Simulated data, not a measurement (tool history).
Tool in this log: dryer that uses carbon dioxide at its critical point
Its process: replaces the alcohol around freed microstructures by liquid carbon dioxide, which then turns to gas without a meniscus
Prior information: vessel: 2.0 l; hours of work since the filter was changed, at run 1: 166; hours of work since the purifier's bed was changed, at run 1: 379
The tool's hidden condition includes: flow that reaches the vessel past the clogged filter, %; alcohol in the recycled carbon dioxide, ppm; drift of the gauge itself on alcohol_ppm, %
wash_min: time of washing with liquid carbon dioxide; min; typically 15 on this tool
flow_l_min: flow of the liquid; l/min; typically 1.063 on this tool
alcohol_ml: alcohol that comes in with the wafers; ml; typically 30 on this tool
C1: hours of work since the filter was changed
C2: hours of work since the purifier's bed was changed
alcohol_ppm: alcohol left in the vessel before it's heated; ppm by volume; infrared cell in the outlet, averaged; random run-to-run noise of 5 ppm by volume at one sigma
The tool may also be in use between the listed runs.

Run 1, hour 0: usual settings; C1 166; C2 379. Result: alcohol_ppm 110 ppm by volume.
Run 2, hour 28.3: usual settings but alcohol_ml 76 ml; C1 187; C2 400. Result: alcohol_ppm 134 ppm by volume.
Run 3, hour 59.9: usual settings but flow_l_min 0.94 l/min; C1 210; C2 423. Result: alcohol_ppm 137 ppm by volume.
Run 4, hour 82: usual settings but flow_l_min 0.94 l/min; C1 226; C2 439. Result: alcohol_ppm 152 ppm by volume.
Run 5, hour 109.6: usual settings; C1 246; C2 460. Result: alcohol_ppm 126 ppm by volume.
Run 6, hour 128.1: usual settings; C1 260; C2 473. Result: alcohol_ppm 133 ppm by volume.
At hour 136.7: inlet filter changed.
Run 7, hour 149.5: usual settings; C1 9; C2 488. Result: alcohol_ppm 133 ppm by volume.
Run 8, hour 176.6: usual settings; C1 29; C2 508. Result: alcohol_ppm 128 ppm by volume.
Run 9, hour 203.7: usual settings but flow_l_min 1.77 l/min; C1 49; C2 528. Result: alcohol_ppm 133 ppm by volume.
Run 10, hour 237.9: usual settings but flow_l_min 1.39 l/min; C1 74; C2 553. Result: alcohol_ppm 152 ppm by volume.
Run 11, hour 274.3: usual settings; C1 101; C2 580. Result: alcohol_ppm 145 ppm by volume.
Run 12, hour 290: usual settings; C1 113; C2 591. Result: alcohol_ppm 158 ppm by volume.
Run 13, hour 323.1: usual settings but wash_min 20 min; C1 137; C2 616. Result: alcohol_ppm 153 ppm by volume.
Run 14, hour 340: usual settings but wash_min 20 min; C1 149; C2 628. Result: alcohol_ppm 146 ppm by volume.
Run 15, hour 364.4: usual settings but alcohol_ml 50 ml; C1 167; C2 646. Result: alcohol_ppm 180 ppm by volume.
Run 16, hour 399.2: usual settings but flow_l_min 1.08 l/min; C1 193; C2 672. Result: alcohol_ppm 178 ppm by volume.
Run 17, hour 430.5: usual settings but flow_l_min 1.08 l/min; C1 216; C2 695. Result: alcohol_ppm 181 ppm by volume.
Run 18, hour 453.9: usual settings; C1 233; C2 712. Result: alcohol_ppm 191 ppm by volume.
Run 19, hour 478.6: usual settings but wash_min 9 min; C1 251; C2 730. Result: alcohol_ppm 433 ppm by volume.
At hour 498.7: inlet filter changed.
Run 20, hour 500: usual settings but wash_min 11 min; C1 1; C2 745. Result: alcohol_ppm 265 ppm by volume.
Run 21, hour 534.4: usual settings but wash_min 11 min; C1 26; C2 770. Result: alcohol_ppm 265 ppm by volume.
Run 22, hour 571.1: usual settings; C1 53; C2 797. Result: alcohol_ppm 205 ppm by volume.
Run 23, hour 608.3: usual settings but wash_min 12 min; C1 81; C2 825. Result: alcohol_ppm 251 ppm by volume.
Run 24, hour 634.6: usual settings but wash_min 12 min; C1 100; C2 844. Result: alcohol_ppm 260 ppm by volume.
Run 25, hour 659.9: usual settings but wash_min 14 min, flow_l_min 0.94 l/min, alcohol_ml 51 ml; C1 119; C2 863. Result: alcohol_ppm 284 ppm by volume.
Run 26, hour 677.8: usual settings but wash_min 23 min, flow_l_min 0.9 l/min; C1 132; C2 876. Result: alcohol_ppm 208 ppm by volume.
Run 27, hour 695.4: usual settings but wash_min 17 min, flow_l_min 0.9 l/min, alcohol_ml 75 ml; C1 145; C2 889. Result: alcohol_ppm 251 ppm by volume.
Run 28, hour 712.8: usual settings but alcohol_ml 83 ml; C1 157; C2 901. Result: alcohol_ppm 259 ppm by volume.
Run 29, hour 745.9: usual settings but wash_min 22 min, flow_l_min 1.24 l/min; C1 182; C2 926. Result: alcohol_ppm 230 ppm by volume.
Run 30, hour 764.5: usual settings but flow_l_min 1.76 l/min; C1 195; C2 939. Result: alcohol_ppm 227 ppm by volume.
Run 31, hour 788.7: usual settings but wash_min 10 min, flow_l_min 0.99 l/min; C1 213; C2 957. Result: alcohol_ppm 424 ppm by volume.
Run 32, hour 821.2: usual settings but wash_min 12 min, flow_l_min 1.27 l/min; C1 237; C2 981. Result: alcohol_ppm 248 ppm by volume.
Run 33, hour 856.3: usual settings but wash_min 12 min, flow_l_min 1.27 l/min; C1 263; C2 1007. Result: alcohol_ppm 262 ppm by volume.
At hour 862.9: inlet filter changed.
Run 34, hour 889.6: usual settings but wash_min 24 min, flow_l_min 0.65 l/min, alcohol_ml 86 ml; C1 20; C2 1031. Result: alcohol_ppm 282 ppm by volume.
Run 35, hour 927.4: usual settings but wash_min 13 min, flow_l_min 0.96 l/min, alcohol_ml 32 ml; C1 47; C2 1058. Result: alcohol_ppm 296 ppm by volume.
Run 36, hour 947.4: usual settings but wash_min 16 min, flow_l_min 0.71 l/min, alcohol_ml 106 ml; C1 62; C2 1073. Result: alcohol_ppm 588 ppm by volume.
Run 37, hour 974.9: usual settings but wash_min 11 min, flow_l_min 1.41 l/min, alcohol_ml 60 ml; C1 82; C2 1093. Result: alcohol_ppm 301 ppm by volume.
Run 38, hour 997.7: usual settings but wash_min 11 min, flow_l_min 1.41 l/min, alcohol_ml 60 ml; C1 99; C2 1110. Result: alcohol_ppm 294 ppm by volume.
Run 39, hour 1026.7: usual settings but wash_min 20 min, flow_l_min 1.44 l/min; C1 120; C2 1131. Result: alcohol_ppm 268 ppm by volume.
Run 40, hour 1058.9: usual settings but wash_min 20 min, flow_l_min 1.44 l/min; C1 144; C2 1155. Result: alcohol_ppm 267 ppm by volume.
Run 41, hour 1088.6: usual settings but wash_min 20 min, flow_l_min 1.44 l/min; C1 166; C2 1177. Result: alcohol_ppm 277 ppm by volume.
Run 42, hour 1124.3: usual settings but wash_min 14 min, alcohol_ml 79 ml; C1 192; C2 1203. Result: alcohol_ppm 357 ppm by volume.
Run 43, hour 1144.5: usual settings but wash_min 11 min; C1 207; C2 1218. Result: alcohol_ppm 386 ppm by volume.
Run 44, hour 1172.4: usual settings but flow_l_min 0.77 l/min, alcohol_ml 31 ml; C1 228; C2 1239. Result: alcohol_ppm 402 ppm by volume.
At hour 1196.8: purifier's bed changed.
Run 45, hour 1209.4: usual settings but flow_l_min 1 l/min, alcohol_ml 105 ml; C1 253; C2 9. Result: alcohol_ppm 99 ppm by volume.
At hour 1229.4: inlet filter changed.
Run 46, hour 1230.4: usual settings but wash_min 24 min, flow_l_min 1 l/min; C1 1; C2 24. Result: alcohol_ppm 8 ppm by volume.

Below are 5 alternative next runs, each starting from the tool's condition after run 46. Predict each:
Run A, hour 1249.3: usual settings but flow_l_min 0.98 l/min, alcohol_ml 90 ml; C1 15; C2 38. Result: alcohol_ppm ?.
Run B, hour 1249.3: usual settings but wash_min 24 min, flow_l_min 1.6 l/min, alcohol_ml 22 ml; C1 15; C2 38. Result: alcohol_ppm ?.
Run C, hour 1249.3: usual settings but wash_min 14 min, flow_l_min 0.73 l/min; C1 15; C2 38. Result: alcohol_ppm ?.
Run D, hour 1249.3: usual settings but wash_min 17 min, flow_l_min 1 l/min, alcohol_ml 21 ml; C1 15; C2 38. Result: alcohol_ppm ?.
Run E, hour 1249.3: usual settings but wash_min 24 min, flow_l_min 1 l/min, alcohol_ml 92 ml; C1 15; C2 38. Result: alcohol_ppm ?.

run  alcohol_ppm
  A           75
  B           21
  C          150
  D           14
  E           13
Had the tool no hidden state, the same runs would have come out as:
run  alcohol_ppm
  A           63
  B           12
  C          136
  D            4
  E            4
